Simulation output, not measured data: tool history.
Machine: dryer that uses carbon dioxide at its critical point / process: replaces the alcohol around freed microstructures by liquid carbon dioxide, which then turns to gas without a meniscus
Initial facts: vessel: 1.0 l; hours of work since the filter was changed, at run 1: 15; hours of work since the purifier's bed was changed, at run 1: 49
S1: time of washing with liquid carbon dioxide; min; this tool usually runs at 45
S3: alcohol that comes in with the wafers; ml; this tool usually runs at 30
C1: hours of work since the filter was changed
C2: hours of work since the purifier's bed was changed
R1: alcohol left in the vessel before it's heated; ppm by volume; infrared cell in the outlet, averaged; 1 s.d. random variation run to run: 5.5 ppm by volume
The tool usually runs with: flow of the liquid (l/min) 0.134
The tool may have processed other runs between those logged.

Run 1, hour 0: usual settings; C1 15; C2 49. Result: R1 170 ppm by volume.
Run 2, hour 23.2: usual settings; C1 30; C2 64. Result: R1 192 ppm by volume.
Run 3, hour 47.1: usual settings; C1 46; C2 80. Result: R1 191 ppm by volume.
Run 4, hour 72.7: usual settings but flow of the liquid (l/min) 0.09; C1 63; C2 96. Result: R1 1026 ppm by volume.
Run 5, hour 88.5: usual settings but flow of the liquid (l/min) 0.203; C1 73; C2 107. Result: R1 26 ppm by volume.
Run 6, hour 104.8: usual settings but flow of the liquid (l/min) 0.089; C1 84; C2 117. Result: R1 1107 ppm by volume.
Run 7, hour 117.8: usual settings but flow of the liquid (l/min) 0.089; C1 92; C2 126. Result: R1 1151 ppm by volume.
Run 8, hour 145.8: usual settings; C1 110; C2 144. Result: R1 247 ppm by volume.
Run 9, hour 164.9: usual settings; C1 123; C2 157. Result: R1 251 ppm by volume.
Run 10, hour 182.4: usual settings but flow of the liquid (l/min) 0.083; C1 134; C2 168. Result: R1 1507 ppm by volume.
Run 11, hour 197.7: usual settings but flow of the liquid (l/min) 0.083; C1 144; C2 178. Result: R1 1575 ppm by volume.
Run 12, hour 217.4: usual settings but flow of the liquid (l/min) 0.084; C1 157; C2 191. Result: R1 1560 ppm by volume.
Run 13, hour 234.6: usual settings; C1 168; C2 202. Result: R1 289 ppm by volume.
Run 14, hour 259.5: usual settings but flow of the liquid (l/min) 0.097; C1 185; C2 218. Result: R1 1026 ppm by volume.
Run 15, hour 273.4: usual settings; C1 194; C2 227. Result: R1 307 ppm by volume.
At hour 284: inlet filter changed.
Run 16, hour 304.8: usual settings; C1 14; C2 247. Result: R1 192 ppm by volume.
Run 17, hour 319.2: usual settings but flow of the liquid (l/min) 0.212; C1 23; C2 257. Result: R1 46 ppm by volume.
Run 18, hour 349.2: usual settings but flow of the liquid (l/min) 0.212; C1 43; C2 276. Result: R1 38 ppm by volume.
Run 19, hour 369.7: usual settings but flow of the liquid (l/min) 0.212, S3 84 ml; C1 56; C2 290. Result: R1 63 ppm by volume.
Run 20, hour 395.5: usual settings but flow of the liquid (l/min) 0.212, S3 84 ml; C1 73; C2 307. Result: R1 69 ppm by volume.
Run 21, hour 422.6: usual settings but flow of the liquid (l/min) 0.212, S3 84 ml; C1 91; C2 324. Result: R1 67 ppm by volume.
Run 22, hour 451.8: usual settings but flow of the liquid (l/min) 0.212, S3 84 ml; C1 110; C2 343. Result: R1 79 ppm by volume.
Run 23, hour 464.3: usual settings but flow of the liquid (l/min) 0.212, S3 84 ml; C1 118; C2 352. Result: R1 78 ppm by volume.
Run 24, hour 489.9: usual settings but flow of the liquid (l/min) 0.212, S3 84 ml; C1 135; C2 368. Result: R1 78 ppm by volume.
Run 25, hour 511.5: usual settings but flow of the liquid (l/min) 0.212, S3 37 ml; C1 149; C2 382. Result: R1 72 ppm by volume.
Run 26, hour 535.5: usual settings but S1 31 min, flow of the liquid (l/min) 0.084, S3 71 ml; C1 164; C2 398. Result: R1 9186 ppm by volume.
Run 27, hour 556: usual settings but S1 29 min, flow of the liquid (l/min) 0.108, S3 73 ml; C1 178; C2 411. Result: R1 6334 ppm by volume.
Run 28, hour 585.6: usual settings but S1 29 min, flow of the liquid (l/min) 0.207, S3 25 ml; C1 197; C2 431. Result: R1 285 ppm by volume.
At hour 591: inlet filter changed.
Run 29, hour 599.8: usual settings but flow of the liquid (l/min) 0.081; C1 6; C2 439. Result: R1 1368 ppm by volume.
Run 30, hour 617.6: usual settings but flow of the liquid (l/min) 0.081; C1 17; C2 451. Result: R1 1375 ppm by volume.
Run 31, hour 636.3: usual settings but S1 41 min, flow of the liquid (l/min) 0.094; C1 30; C2 463. Result: R1 1134 ppm by volume.
Run 32, hour 657.2: usual settings but S1 41 min, flow of the liquid (l/min) 0.154, S3 31 ml; C1 43; C2 477. Result: R1 206 ppm by volume.
Run 33, hour 675.5: usual settings but flow of the liquid (l/min) 0.095, S3 36 ml; C1 55; C2 489. Result: R1 1047 ppm by volume.
Run 34, hour 699: usual settings but S1 32 min, flow of the liquid (l/min) 0.18, S3 26 ml; C1 71; C2 504. Result: R1 271 ppm by volume.
Run 35, hour 723.2: usual settings but S1 32 min, flow of the liquid (l/min) 0.201, S3 26 ml; C1 86; C2 520. Result: R1 187 ppm by volume.
Run 36, hour 751: usual settings but S1 38 min, flow of the liquid (l/min) 0.222, S3 72 ml; C1 105; C2 538. Result: R1 138 ppm by volume.
Run 37, hour 776.2: usual settings but S1 58 min, flow of the liquid (l/min) 0.222, S3 27 ml; C1 121; C2 555. Result: R1 71 ppm by volume.
Run 38, hour 790.1: usual settings but flow of the liquid (l/min) 0.182, S3 64 ml; C1 130; C2 564. Result: R1 157 ppm by volume.
Run 39, hour 803.8: usual settings but S1 50 min, flow of the liquid (l/min) 0.188, S3 76 ml; C1 139; C2 573. Result: R1 109 ppm by volume.
Run 40, hour 829.5: usual settings but S1 50 min, flow of the liquid (l/min) 0.188, S3 76 ml; C1 156; C2 589. Result: R1 114 ppm by volume.
Run 41, hour 853.1: usual settings but S1 50 min, flow of the liquid (l/min) 0.188, S3 76 ml; C1 171; C2 605. Result: R1 125 ppm by volume.
Run 42, hour 871.6: usual settings but S1 69 min, flow of the liquid (l/min) 0.219, S3 34 ml; C1 183; C2 617. Result: R1 79 ppm by volume.
At hour 897.6: inlet filter changed.
Run 43, hour 899.7: usual settings but S1 57 min, flow of the liquid (l/min) 0.173, S3 34 ml; C1 1; C2 635. Result: R1 88 ppm by volume.
Run 44, hour 923.8: usual settings but S1 54 min, flow of the liquid (l/min) 0.173, S3 27 ml; C1 17; C2 650. Result: R1 90 ppm by volume.
Run 45, hour 946.7: usual settings but S1 57 min, flow of the liquid (l/min) 0.158, S3 22 ml; C1 32; C2 665. Result: R1 90 ppm by volume.
Run 46, hour 968.6: usual settings but S1 57 min, flow of the liquid (l/min) 0.158, S3 22 ml; C1 46; C2 680. Result: R1 86 ppm by volume.
Run 47, hour 984.1: usual settings but S1 38 min, flow of the liquid (l/min) 0.135; C1 57; C2 690. Result: R1 485 ppm by volume.

Branching from run 47: 4 alternative next runs. What would each branch give?
Run A, hour 1010.8: usual settings but S1 38 min, flow of the liquid (l/min) 0.172; C1 74; C2 707. Result: R1 ?.
Run B, hour 1010.8: usual settings but flow of the liquid (l/min) 0.176; C1 74; C2 707. Result: R1 ?.
Run C, hour 1010.8: usual settings but S1 38 min, flow of the liquid (l/min) 0.135, S3 49 ml; C1 74; C2 707. Result: R1 ?.
Run D, hour 1010.8: usual settings but S1 52 min, flow of the liquid (l/min) 0.133; C1 74; C2 707. Result: R1 ?.

run   R1
  A  212
  B  129
  C  738
  D  182
Had the tool no hidden state, the same runs would have come out as:
run   R1
  A  103
  B   34
  C  539
  D   78

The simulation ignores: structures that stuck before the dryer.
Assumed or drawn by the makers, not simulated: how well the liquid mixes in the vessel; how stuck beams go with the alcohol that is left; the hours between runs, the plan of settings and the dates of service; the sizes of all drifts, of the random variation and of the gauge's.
